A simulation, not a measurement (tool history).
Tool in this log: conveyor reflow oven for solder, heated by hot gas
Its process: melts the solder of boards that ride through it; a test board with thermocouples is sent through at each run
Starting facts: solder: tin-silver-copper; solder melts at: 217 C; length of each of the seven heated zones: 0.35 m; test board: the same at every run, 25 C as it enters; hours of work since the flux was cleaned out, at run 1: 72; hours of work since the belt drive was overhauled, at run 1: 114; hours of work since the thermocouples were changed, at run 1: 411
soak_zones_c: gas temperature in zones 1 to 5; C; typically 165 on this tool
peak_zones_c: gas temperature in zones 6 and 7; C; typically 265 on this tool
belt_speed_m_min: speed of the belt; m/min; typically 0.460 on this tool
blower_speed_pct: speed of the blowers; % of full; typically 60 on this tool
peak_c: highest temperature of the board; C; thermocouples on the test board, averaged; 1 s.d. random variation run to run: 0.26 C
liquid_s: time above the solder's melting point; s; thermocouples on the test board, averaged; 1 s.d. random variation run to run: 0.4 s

run   hour  soak_zones_c  peak_zones_c  belt_speed_m_min  blower_speed_pct  hours of work since the flux was cleaned out  hours of work since the belt drive was overhauled  hours of work since the thermocouples were changed  peak_c  liquid_s
  1    0.0           165           265             0.460                60                                            72                                                114                                                 411   243.1      53.8
  2   12.0           165           265             0.499                60                                            79                                                120                                                 418   240.1      45.0
  3   21.3           165           265             0.499                60                                            84                                                126                                                 423   240.0      44.6
  4   35.0           165           265             0.460                73                                            91                                                133                                                 430   247.5      59.1
  5   51.9           165           265             0.460                73                                           101                                                142                                                 440   247.1      59.6
  6   61.9           165           265             0.460                73                                           106                                                148                                                 445   247.2      59.8
  7   78.1           160           265             0.460                60                                           115                                                157                                                 454   242.4      50.9
  8   94.0           165           265             0.460                60                                           124                                                165                                                 463   243.3      53.7
  9  104.6           165           265             0.460                60                                           130                                                171                                                 469   243.1      53.5
 10  117.3           165           265             0.460                60                                           137                                                178                                                 476   243.1      53.4
 11  128.3           166           265             0.460                60                                           143                                                184                                                 482   243.2      54.1
 12  136.4           166           265             0.460                60                                           147                                                189                                                 486   243.6      54.6
 13  154.1           166           265             0.460                60                                           157                                                198                                                 496   244.0      55.0
 14  169.1           166           265             0.460                60                                           165                                                207                                                 504   243.3      54.5
 15  184.5           166           264             0.460                60                                           173                                                215                                                 513   243.0      53.1
 16  202.7           174           264             0.460                60                                           183                                                225                                                 523   244.4      59.1
 17  211.9           174           264             0.460                60                                           188                                                230                                                 528   244.4      59.3
 18  226.1           174           264             0.460                60                                           196                                                238                                                 535   244.5      58.8
 19  235.1           174           264             0.460                60                                           201                                                243                                                 540   244.4      58.3
     240.6  -- belt drive overhauled, speed set with a stopwatch
 20  253.4           174           264             0.460                60                                           209                                                  7                                                 548   244.6      58.4
 21  264.6           165           265             0.460                75                                           215                                                 13                                                 554   247.9      60.4
 22  280.0           180           264             0.460                75                                           224                                                 22                                                 563   249.8      68.5
 23  294.8           180           264             0.460                75                                           232                                                 30                                                 571   249.9      68.6
 24  305.0           159           264             0.460                58                                           237                                                 35                                                 577   240.5      47.4
 25  316.2           159           268             0.460                58                                           244                                                 41                                                 583   244.1      52.2
     324.8  -- belt drive overhauled, speed set with a stopwatch, once more
 26  335.6           159           268             0.460                58                                           252                                                  6                                                 591   243.3      51.4
 27  343.0           159           268             0.460                58                                           256                                                 10                                                 595   243.3      51.6
 28  358.7           165           269             0.460                74                                           265                                                 19                                                 604   250.9      61.4
 29  373.3           165           269             0.460                74                                           273                                                 27                                                 612   250.6      62.7
 30  387.3           165           265             0.548                60                                           280                                                 34                                                 619   235.2      34.3

Describe how what the log doesn't record of the tool's condition differs between the last listed run preceding each entry between runs and the first listed run following it.
From run 19 to run 20: belt drive overhauled, speed set with a stopwatch (hour 240.6)
  heat that the gas passes to the board, % of a clean oven's: 97.3 -> 97.2; belt's true speed, % of the reading: 99.61 -> 99.43; true gas temperature in zones 6 and 7 over the reading, C: 1.36 -> 1.38
  measured less the result without the state, peak_c: +0.6 -> +0.6 C; liquid_s: +0.7 -> +0.8 s
From run 25 to run 26: belt drive overhauled, speed set with a stopwatch, once more (hour 324.8)
  heat that the gas passes to the board, % of a clean oven's: 96.8 -> 96.7; belt's true speed, % of the reading: 99.37 -> 100.05; true gas temperature in zones 6 and 7 over the reading, C: 1.49 -> 1.51
  measured less the result without the state, peak_c: +0.6 -> +0.3 C; liquid_s: +0.8 -> +0.0 s
